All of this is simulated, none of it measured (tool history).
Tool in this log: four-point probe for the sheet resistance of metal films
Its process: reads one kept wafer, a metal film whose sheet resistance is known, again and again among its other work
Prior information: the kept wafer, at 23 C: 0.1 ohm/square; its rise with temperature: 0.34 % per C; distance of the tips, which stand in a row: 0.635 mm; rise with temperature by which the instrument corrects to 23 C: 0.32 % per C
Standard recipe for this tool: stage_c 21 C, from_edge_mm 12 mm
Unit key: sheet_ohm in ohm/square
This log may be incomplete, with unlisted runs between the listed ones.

run,day,stage_c,from_edge_mm,sheet_ohm
1,0,21,12,0.099322
2,5.612,21,12,0.099325
3,10.379,21,12,0.099302
4,15.333,21,12,0.099294
5,18.5,21,12,0.099288
6,23.625,21,12,0.099253
7,27.154,21,12,0.099248
8,30.583,21,12,0.099259
9,35.396,21,12,0.09924
10,39.017,31,4,0.10059
11,44.925,33,4,0.100556

Here are 5 independent what-if runs from the current tool condition. What would each one return?
A,50.188,21,4,?
B,50.188,22,12,?
C,50.188,19,12,?
D,50.188,25,38,?
E,50.188,21,7,?

run,sheet_ohm
A,0.100374
B,0.0992
C,0.099166
D,0.099168
E,0.099503
Had the tool no hidden state, the same runs would have come out as:
run,sheet_ohm
A,0.101308
B,0.100123
C,0.10009
D,0.100089
E,0.100429

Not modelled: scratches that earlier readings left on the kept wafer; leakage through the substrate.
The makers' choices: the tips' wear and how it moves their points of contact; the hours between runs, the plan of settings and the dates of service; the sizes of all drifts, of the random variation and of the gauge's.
